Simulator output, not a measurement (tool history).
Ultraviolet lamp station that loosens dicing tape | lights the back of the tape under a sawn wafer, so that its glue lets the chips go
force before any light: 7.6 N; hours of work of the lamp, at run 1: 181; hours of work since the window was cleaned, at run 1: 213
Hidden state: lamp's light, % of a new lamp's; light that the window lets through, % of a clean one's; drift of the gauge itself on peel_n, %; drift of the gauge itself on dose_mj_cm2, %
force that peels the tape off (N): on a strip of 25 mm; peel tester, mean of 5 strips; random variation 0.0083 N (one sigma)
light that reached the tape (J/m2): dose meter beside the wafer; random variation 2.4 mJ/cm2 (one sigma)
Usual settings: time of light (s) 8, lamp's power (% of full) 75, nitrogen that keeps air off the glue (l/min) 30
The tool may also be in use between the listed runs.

run   hour  time of light (s)  lamp's power (% of full)  nitrogen that keeps air off the glue (l/min)  hours of work of the lamp  hours of work since the window was cleaned  force that peels the tape off (N)  light that reached the tape (J/m2)
  1      0                  8                        75                                            30                        181                                         213                              0.387                                2250
  2   14.6                  8                        75                                            30                        192                                         224                              0.417                                2230
  3     24                 14                        75                                            30                        199                                         232                              0.187                                3920
  4   33.5                  8                        99                                            30                        207                                         239                               0.24                                2920
  5   46.8                  8                        99                                            30                        217                                         249                               0.25                                2910
  6     60                  8                        99                                            30                        227                                         260                              0.239                                2960
  7   70.9                  8                        89                                            30                        236                                         268                              0.313                                2600
  8   85.4                  8                        75                                            30                        247                                         279                              0.441                                2200
  9   96.7                  8                        75                                            30                        256                                         288                              0.433                                2150
 10  106.6                  8                        75                                            30                        263                                         296                              0.423                                2170
 11  120.4                  8                        75                                            30                        274                                         307                              0.456                                2180
 12  130.9                  8                        75                                            30                        282                                         315                               0.45                                2160
 13  137.9                  8                        75                                            30                        288                                         320                              0.454                                2130
 14  153.4                  8                        75                                            30                        300                                         332                              0.448                                2140
 15  161.1                  8                        75                                            30                        306                                         338                              0.479                                2140
 16    168                  8                        75                                            30                        311                                         344                              0.476                                2110
 17    181                  8                        75                                            30                        321                                         354                              0.489                                2080
 18  190.4                  8                        75                                            30                        329                                         361                              0.462                                2100
 19  205.6                  8                        92                                            30                        340                                         373                              0.318                                2590
 20  217.7                  8                        92                                            30                        350                                         382                              0.322                                2530
 21  226.7                  4                        70                                            24                        357                                         389                              2.072                                 960
 22  236.1                  4                        73                                             9                        364                                         396                              2.968                                1000
     237.3  -- window cleaned of glue's vapour
 23  246.7                 14                        75                                            30                        372                                           7                              0.202                                3520
 24  254.8                  8                        99                                            30                        378                                          14                              0.299                                2620
 25  267.6                  6                        64                                            10                        388                                          24                              2.208                                1240
 26  279.3                  7                        64                                            10                        397                                          33                              1.793                                1470
 27  288.1                 14                        72                                            46                        404                                          39                                0.2                                3350
 28  299.9                  8                        61                                            31                        413                                          49                              0.788                                1610
 29  310.4                  8                        61                                            31                        421                                          57                              0.813                                1560
     314.4  -- window cleaned of glue's vapour, once more
 30  320.3                  8                        61                                            31                        429                                           5                              0.639                                1780
 31  327.3                  8                        71                                            31                        434                                          10                              0.487                                2060
 32  338.4                  8                        71                                            31                        443                                          19                              0.473                                2040
 33  349.3                 12                        63                                            24                        451                                          27                              0.308                                2690
 34  357.9                 12                        63                                             9                        458                                          34                              0.692                                2670
 35  372.7                 12                        63                                             9                        470                                          45                              0.682                                2690
 36  381.8                 12                        63                                             9                        477                                          52                              0.676                                2640
 37  391.1                  8                        75                                            44                        484                                          60                              0.365                                2100
 38  405.3                  8                        71                                            31                        495                                          71                               0.51                                1970

Forecast each of these 3 alternatives for the next run:
  A  417.1                  6                        64                                            31                        504                                          80                                  ?                                   ?
  B  417.1                 13                        78                                            46                        504                                          80                                  ?                                   ?
  C  417.1                 15                        77                                            58                        504                                          80                                  ?                                   ?

run  force that peels the tape off (N)  light that reached the tape (J/m2)
  A                              1.106                                1370
  B                              0.175                                3520
  C                              0.182                                4020
Without the tool's hidden state the same runs would have given:
run  force that peels the tape off (N)  light that reached the tape (J/m2)
  A                              0.794                                1630
  B                              0.165                                4200
  C                              0.178                                4800

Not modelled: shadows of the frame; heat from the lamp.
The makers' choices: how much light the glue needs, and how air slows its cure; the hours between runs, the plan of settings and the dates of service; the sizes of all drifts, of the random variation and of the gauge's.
